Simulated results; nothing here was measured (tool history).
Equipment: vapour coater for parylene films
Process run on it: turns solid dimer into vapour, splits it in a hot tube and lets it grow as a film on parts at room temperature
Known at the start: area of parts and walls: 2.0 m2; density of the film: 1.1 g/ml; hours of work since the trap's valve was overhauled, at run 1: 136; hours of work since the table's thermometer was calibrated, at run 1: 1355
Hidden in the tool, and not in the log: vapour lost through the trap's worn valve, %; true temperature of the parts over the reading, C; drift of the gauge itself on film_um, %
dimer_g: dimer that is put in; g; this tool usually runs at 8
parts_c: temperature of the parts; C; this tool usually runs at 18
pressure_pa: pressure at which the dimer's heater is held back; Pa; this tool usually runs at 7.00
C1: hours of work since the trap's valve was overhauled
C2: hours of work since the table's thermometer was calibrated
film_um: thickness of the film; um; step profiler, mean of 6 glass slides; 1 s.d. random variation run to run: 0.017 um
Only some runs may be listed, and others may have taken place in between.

run 1 hour=0.0 | dimer_g=8 parts_c=18 pressure_pa=7.00 | C1=136 C2=1355 | film_um=2.58
run 2 hour=47.9 | dimer_g=8 parts_c=13 pressure_pa=7.00 | C1=164 C2=1383 | film_um=3.03
run 3 hour=99.4 | dimer_g=8 parts_c=13 pressure_pa=7.00 | C1=193 C2=1413 | film_um=2.99
run 4 hour=152.0 | dimer_g=8 parts_c=18 pressure_pa=7.00 | C1=224 C2=1443 | film_um=2.57
run 5 hour=219.8 | dimer_g=8 parts_c=18 pressure_pa=7.00 | C1=263 C2=1482 | film_um=2.52
run 6 hour=260.6 | dimer_g=8 parts_c=18 pressure_pa=7.00 | C1=287 C2=1506 | film_um=2.51
run 7 hour=311.7 | dimer_g=8 parts_c=18 pressure_pa=7.00 | C1=316 C2=1536 | film_um=2.50
run 8 hour=374.3 | dimer_g=8 parts_c=21 pressure_pa=7.00 | C1=352 C2=1572 | film_um=2.22
run 9 hour=438.9 | dimer_g=5 parts_c=18 pressure_pa=7.00 | C1=390 C2=1609 | film_um=1.53
run 10 hour=488.8 | dimer_g=8 parts_c=11 pressure_pa=7.00 | C1=419 C2=1638 | film_um=3.07
run 11 hour=554.0 | dimer_g=8 parts_c=11 pressure_pa=7.00 | C1=456 C2=1676 | film_um=3.06
run 12 hour=589.1 | dimer_g=8 parts_c=18 pressure_pa=7.00 | C1=476 C2=1696 | film_um=2.44
run 13 hour=636.4 | dimer_g=8 parts_c=13 pressure_pa=7.00 | C1=504 C2=1723 | film_um=2.81
run 14 hour=688.9 | dimer_g=3 parts_c=26 pressure_pa=7.67 | C1=534 C2=1754 | film_um=0.68
run 15 hour=746.1 | dimer_g=8 parts_c=17 pressure_pa=2.80 | C1=567 C2=1787 | film_um=2.71
run 16 hour=779.4 | dimer_g=3 parts_c=17 pressure_pa=4.19 | C1=586 C2=1806 | film_um=0.96
run 17 hour=834.6 | dimer_g=7 parts_c=17 pressure_pa=11.33 | C1=618 C2=1838 | film_um=1.99
-- hour=881.4 trap's valve overhauled
run 18 hour=882.2 | dimer_g=7 parts_c=17 pressure_pa=11.33 | C1=1 C2=1863 | film_um=2.24
run 19 hour=929.4 | dimer_g=7 parts_c=17 pressure_pa=9.96 | C1=28 C2=1890 | film_um=2.24
run 20 hour=964.1 | dimer_g=8 parts_c=16 pressure_pa=9.96 | C1=48 C2=1910 | film_um=2.64
run 21 hour=1008.5 | dimer_g=5 parts_c=14 pressure_pa=7.00 | C1=73 C2=1936 | film_um=1.83
run 22 hour=1049.5 | dimer_g=5 parts_c=19 pressure_pa=7.00 | C1=97 C2=1960 | film_um=1.53
run 23 hour=1083.6 | dimer_g=8 parts_c=12 pressure_pa=2.86 | C1=117 C2=1979 | film_um=3.47

Alternative continuations, all from the tool just after run 23; predict every row:
run A hour=1150.6 | dimer_g=6 parts_c=20 pressure_pa=7.00 | C1=156 C2=2018 | film_um=?
run B hour=1150.6 | dimer_g=8 parts_c=12 pressure_pa=2.86 | C1=156 C2=2018 | film_um=?
run C hour=1150.6 | dimer_g=8 parts_c=29 pressure_pa=7.80 | C1=156 C2=2018 | film_um=?

run=A film_um=1.79
run=B film_um=3.45
run=C film_um=1.74
With no hidden state in the tool, these same runs would have given:
run=A film_um=1.89
run=B film_um=3.61
run=C film_um=1.84
